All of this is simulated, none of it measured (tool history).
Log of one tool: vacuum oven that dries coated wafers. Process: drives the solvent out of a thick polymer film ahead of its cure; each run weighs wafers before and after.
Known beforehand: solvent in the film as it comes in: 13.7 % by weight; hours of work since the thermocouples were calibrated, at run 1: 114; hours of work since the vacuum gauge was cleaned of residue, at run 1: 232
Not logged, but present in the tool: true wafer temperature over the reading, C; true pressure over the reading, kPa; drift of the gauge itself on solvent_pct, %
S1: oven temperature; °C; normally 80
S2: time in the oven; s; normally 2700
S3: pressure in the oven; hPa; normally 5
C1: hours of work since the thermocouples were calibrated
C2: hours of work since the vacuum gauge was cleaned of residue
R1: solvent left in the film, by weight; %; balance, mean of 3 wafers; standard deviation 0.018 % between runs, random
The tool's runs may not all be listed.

{"run": 1, "hour": 0.0, "S1": 80, "S2": 2700, "S3": 5, "C1": 114, "C2": 232, "R1": 2.98}
{"run": 2, "hour": 16.1, "S1": 80, "S2": 2700, "S3": 5, "C1": 126, "C2": 244, "R1": 2.99}
{"run": 3, "hour": 33.8, "S1": 80, "S2": 2700, "S3": 3.07, "C1": 138, "C2": 256, "R1": 2.81}
{"run": 4, "hour": 53.2, "S1": 80, "S2": 2700, "S3": 3.07, "C1": 152, "C2": 270, "R1": 2.82}
{"run": 5, "hour": 82.0, "S1": 80, "S2": 2700, "S3": 3.07, "C1": 173, "C2": 291, "R1": 2.8}
{"run": 6, "hour": 98.5, "S1": 70, "S2": 2700, "S3": 5, "C1": 185, "C2": 303, "R1": 5.1}
{"run": 7, "hour": 116.0, "S1": 80, "S2": 2700, "S3": 5, "C1": 197, "C2": 315, "R1": 2.97}
{"run": 8, "hour": 137.0, "S1": 80, "S2": 2700, "S3": 5, "C1": 212, "C2": 331, "R1": 2.94}
{"run": 9, "hour": 163.6, "S1": 81, "S2": 2700, "S3": 5, "C1": 232, "C2": 350, "R1": 2.77}
{"run": 10, "hour": 183.6, "S1": 81, "S2": 2700, "S3": 5, "C1": 246, "C2": 364, "R1": 2.73}
{"run": 11, "hour": 202.2, "S1": 66, "S2": 2700, "S3": 5, "C1": 259, "C2": 377, "R1": 5.98}
{"run": 12, "hour": 226.1, "S1": 66, "S2": 2700, "S3": 5, "C1": 276, "C2": 394, "R1": 5.99}
{"run": 13, "hour": 252.4, "S1": 80, "S2": 2700, "S3": 3.59, "C1": 295, "C2": 413, "R1": 2.82}
{"run": 14, "hour": 268.9, "S1": 80, "S2": 2700, "S3": 5, "C1": 307, "C2": 425, "R1": 2.93}
{"run": 15, "hour": 288.4, "S1": 80, "S2": 2700, "S3": 5, "C1": 321, "C2": 439, "R1": 2.93}
{"run": 16, "hour": 305.2, "S1": 80, "S2": 2700, "S3": 5, "C1": 333, "C2": 451, "R1": 2.94}
{"run": 17, "hour": 332.5, "S1": 80, "S2": 2700, "S3": 5, "C1": 353, "C2": 471, "R1": 2.93}
{"run": 18, "hour": 356.5, "S1": 80, "S2": 2700, "S3": 5, "C1": 370, "C2": 488, "R1": 2.97}
{"run": 19, "hour": 371.8, "S1": 80, "S2": 2700, "S3": 5, "C1": 381, "C2": 499, "R1": 2.94}
{"run": 20, "hour": 391.9, "S1": 80, "S2": 2700, "S3": 5, "C1": 395, "C2": 513, "R1": 2.89}
{"run": 21, "hour": 411.6, "S1": 80, "S2": 2700, "S3": 5, "C1": 410, "C2": 528, "R1": 2.93}
{"run": 22, "hour": 432.8, "S1": 80, "S2": 2700, "S3": 5, "C1": 425, "C2": 543, "R1": 2.92}
{"run": 23, "hour": 449.7, "S1": 80, "S2": 2700, "S3": 2.71, "C1": 437, "C2": 555, "R1": 2.76}
{"run": 24, "hour": 473.6, "S1": 80, "S2": 2700, "S3": 2.71, "C1": 454, "C2": 572, "R1": 2.75}
{"run": 25, "hour": 495.8, "S1": 65, "S2": 1440, "S3": 2.71, "C1": 470, "C2": 588, "R1": 8.01}
{"run": 26, "hour": 510.0, "S1": 85, "S2": 1500, "S3": 6.3, "C1": 480, "C2": 598, "R1": 4.19}
{"run": 27, "hour": 526.7, "S1": 70, "S2": 2220, "S3": 9.75, "C1": 492, "C2": 610, "R1": 6.15}
{"run": 28, "hour": 555.7, "S1": 89, "S2": 2700, "S3": 8.1, "C1": 513, "C2": 631, "R1": 1.59}
{"run": 29, "hour": 579.3, "S1": 89, "S2": 2700, "S3": 8.1, "C1": 530, "C2": 648, "R1": 1.59}
{"run": 30, "hour": 602.2, "S1": 88, "S2": 3960, "S3": 3.72, "C1": 546, "C2": 664, "R1": 0.71}
{"run": 31, "hour": 629.6, "S1": 88, "S2": 3960, "S3": 3.72, "C1": 566, "C2": 684, "R1": 0.7}
{"run": 32, "hour": 653.1, "S1": 88, "S2": 3960, "S3": 3.72, "C1": 583, "C2": 701, "R1": 0.68}
{"run": 33, "hour": 668.9, "S1": 88, "S2": 3960, "S3": 3.72, "C1": 594, "C2": 712, "R1": 0.71}

Run 34 has not been measured yet. What should we expect?
{"run": 34, "hour": 695.4, "S1": 93, "S2": 2700, "S3": 5, "C1": 613, "C2": 731, "R1": "?"}

Run 34 measured R1 0.94 %.
On a tool with no hidden condition, and with the same random variation, this run would have come out at R1 0.96 %.
